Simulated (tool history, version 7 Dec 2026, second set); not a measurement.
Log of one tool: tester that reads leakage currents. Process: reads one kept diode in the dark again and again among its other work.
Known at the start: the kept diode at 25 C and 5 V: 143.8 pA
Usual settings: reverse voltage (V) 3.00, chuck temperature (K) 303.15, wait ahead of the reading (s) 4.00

run,hour,reverse voltage (V),chuck temperature (K),wait ahead of the reading (s),current that the tester gives (pA)
1,0.0,3.00,303.15,4.00,171.91
# hour 152.5: probe card cleaned and baked
2,168.4,3.00,303.15,4.00,170.89
3,310.4,3.00,303.15,4.00,172.23
4,420.1,3.00,303.15,0.67,171.29
5,543.5,3.00,303.15,0.67,171.99
6,618.6,3.00,299.15,4.00,120.02
# hour 755.2: chuck's temperature calibrated
7,800.4,17.23,299.15,4.00,302.54
8,932.8,17.23,299.15,4.00,302.93
9,1010.7,17.23,299.15,4.00,301.76
10,1096.9,17.23,299.15,4.00,302.03
11,1242.1,17.23,299.15,4.00,302.38
12,1363.9,17.23,299.15,4.00,302.87
13,1484.3,17.23,299.15,4.00,302.04
14,1617.9,6.51,303.15,4.00,258.02
15,1703.6,6.51,303.15,4.00,258.42
16,1870.6,8.85,300.15,2.27,233.01
17,1974.9,8.85,322.15,2.27,1461.21
18,2048.3,1.74,317.15,0.49,418.24
# hour 2081.0: chuck's temperature calibrated
19,2158.6,1.74,317.15,0.49,417.80
20,2240.8,3.00,329.15,4.00,1408.41
21,2335.5,3.00,301.15,4.00,144.57
22,2477.9,3.00,303.15,1.09,172.57
23,2622.2,3.00,303.15,1.09,171.95
24,2794.2,3.00,303.15,1.09,172.58
25,2901.7,9.46,303.15,2.90,314.96
26,3047.9,9.46,303.15,2.90,315.25
27,3148.5,9.46,303.15,2.90,315.69
28,3225.5,3.00,299.15,8.30,120.84
29,3349.2,3.00,299.15,8.30,120.34
# hour 3404.6: chuck's temperature calibrated
30,3504.1,3.00,299.15,8.30,120.04

Forecast each of these 4 alternatives for the next run:
A,3629.6,3.00,298.15,0.47,?
B,3629.6,7.51,324.15,3.32,?
C,3629.6,3.00,312.15,8.15,?
D,3629.6,4.89,304.15,6.47,?

run,current that the tester gives (pA)
A,111.35
B,1564.41
C,369.83
D,242.47
Without the tool's hidden state the same runs would have given:
run,current that the tester gives (pA)
A,111.31
B,1564.77
C,369.90
D,242.44
